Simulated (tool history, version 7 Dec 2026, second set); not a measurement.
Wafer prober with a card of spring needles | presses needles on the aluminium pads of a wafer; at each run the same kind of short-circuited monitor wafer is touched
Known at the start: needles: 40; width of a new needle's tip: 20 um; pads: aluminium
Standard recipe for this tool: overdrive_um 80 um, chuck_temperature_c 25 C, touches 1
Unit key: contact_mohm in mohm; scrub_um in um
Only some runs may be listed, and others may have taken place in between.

| run | hour | overdrive_um | chuck_temperature_c | touches | contact_mohm | scrub_um |
|---|---|---|---|---|---|---|
| 1 | 0.0 | 80 | 25 | 1 | 177 | 15.54 |
| 2 | 4.3 | 80 | 25 | 1 | 187 | 15.58 |
|  | 5.4 | tips cleaned on abrasive film |
|  | 10.7 | tips cleaned on abrasive film |
| 3 | 10.7 | 80 | 25 | 1 | 178 | 15.32 |
|  | 16.1 | tips cleaned on abrasive film |
| 4 | 17.1 | 80 | 34 | 1 | 184 | 15.36 |
| 5 | 20.9 | 80 | 29 | 1 | 188 | 15.29 |
|  | 21.5 | tips cleaned on abrasive film |
|  | 27.0 | tips cleaned on abrasive film |
| 6 | 28.9 | 80 | 25 | 1 | 185 | 15.24 |
|  | 32.8 | tips cleaned on abrasive film |
| 7 | 36.3 | 80 | 25 | 1 | 187 | 15.32 |
|  | 38.1 | tips cleaned on abrasive film |
|  | 43.6 | tips cleaned on abrasive film |
| 8 | 43.6 | 80 | 25 | 1 | 177 | 15.41 |
|  | 49.1 | tips cleaned on abrasive film |
| 9 | 50.8 | 80 | 25 | 1 | 182 | 15.24 |
|  | 54.6 | tips cleaned on abrasive film |
|  | 55.7 | tips cleaned on abrasive film, once more |
| 10 | 55.9 | 80 | 25 | 1 | 177 | 15.27 |
| 11 | 60.5 | 80 | 25 | 1 | 188 | 15.23 |
|  | 61.2 | tips cleaned on abrasive film |
|  | 66.9 | tips cleaned on abrasive film |
| 12 | 69.8 | 80 | 25 | 1 | 185 | 15.30 |
|  | 72.3 | tips cleaned on abrasive film |
| 13 | 77.1 | 80 | 25 | 1 | 192 | 15.27 |
|  | 78.0 | tips cleaned on abrasive film |
|  | 83.3 | tips cleaned on abrasive film |
| 14 | 83.3 | 80 | 101 | 1 | 191 | 15.22 |
|  | 88.8 | tips cleaned on abrasive film |
| 15 | 90.0 | 80 | 101 | 1 | 197 | 15.17 |
|  | 94.6 | tips cleaned on abrasive film |
| 16 | 96.3 | 80 | 101 | 1 | 199 | 15.24 |
|  | 100.4 | tips cleaned on abrasive film |
| 17 | 105.0 | 63 | 45 | 1 | 201 | 11.88 |
|  | 105.8 | tips cleaned on abrasive film |
|  | 111.4 | tips cleaned on abrasive film |
| 18 | 114.5 | 95 | 25 | 3 | 177 | 18.12 |
|  | 116.7 | tips cleaned on abrasive film |
|  | 122.7 | tips cleaned on abrasive film |
| 19 | 123.7 | 95 | 25 | 3 | 178 | 18.01 |
|  | 128.7 | tips cleaned on abrasive film |
| 20 | 131.8 | 80 | 101 | 3 | 198 | 15.13 |
|  | 134.4 | tips cleaned on abrasive film |
| 21 | 139.3 | 80 | 101 | 3 | 198 | 15.12 |
|  | 140.3 | tips cleaned on abrasive film |
|  | 146.0 | tips cleaned on abrasive film |
| 22 | 146.3 | 69 | 43 | 1 | 187 | 12.98 |
|  | 151.7 | tips cleaned on abrasive film |
| 23 | 153.4 | 69 | 43 | 1 | 187 | 12.95 |
|  | 157.2 | tips cleaned on abrasive film |
| 24 | 158.2 | 70 | 30 | 1 | 183 | 13.15 |
|  | 163.0 | tips cleaned on abrasive film |
| 25 | 165.4 | 70 | 30 | 1 | 190 | 13.20 |
|  | 168.3 | tips cleaned on abrasive film |
| 26 | 170.9 | 96 | 38 | 1 | 187 | 18.20 |
|  | 173.7 | tips cleaned on abrasive film |
|  | 179.1 | tips cleaned on abrasive film |
| 27 | 179.2 | 96 | 38 | 1 | 177 | 18.11 |
|  | 184.7 | tips cleaned on abrasive film |
| 28 | 185.8 | 95 | 30 | 1 | 177 | 18.02 |
|  | 190.0 | tips cleaned on abrasive film |
| 29 | 191.8 | 95 | 30 | 1 | 181 | 17.97 |
|  | 195.6 | tips cleaned on abrasive film |
| 30 | 197.9 | 95 | 25 | 1 | 182 | 18.05 |
|  | 200.8 | tips cleaned on abrasive film |
| 31 | 204.8 | 67 | 25 | 1 | 194 | 12.56 |
|  | 206.7 | tips cleaned on abrasive film |
| 32 | 208.8 | 67 | 25 | 1 | 191 | 12.46 |

Each row is a separate what-if for the run after 32, all from the same tool condition, not one after another. Results?
|  | 212.3 | tips cleaned on abrasive film |
| A | 213.5 | 70 | 25 | 1 | ? | ? |
|  | 212.3 | tips cleaned on abrasive film |
| B | 213.5 | 100 | 46 | 1 | ? | ? |
|  | 212.3 | tips cleaned on abrasive film |
| C | 213.5 | 79 | 46 | 2 | ? | ? |

| run | contact_mohm | scrub_um |
|---|---|---|
| A | 184 | 13.01 |
| B | 182 | 18.93 |
| C | 185 | 14.81 |
With no hidden state in the tool, these same runs would have given:
| run | contact_mohm | scrub_um |
|---|---|---|
| A | 176 | 13.66 |
| B | 178 | 19.59 |
| C | 181 | 15.46 |

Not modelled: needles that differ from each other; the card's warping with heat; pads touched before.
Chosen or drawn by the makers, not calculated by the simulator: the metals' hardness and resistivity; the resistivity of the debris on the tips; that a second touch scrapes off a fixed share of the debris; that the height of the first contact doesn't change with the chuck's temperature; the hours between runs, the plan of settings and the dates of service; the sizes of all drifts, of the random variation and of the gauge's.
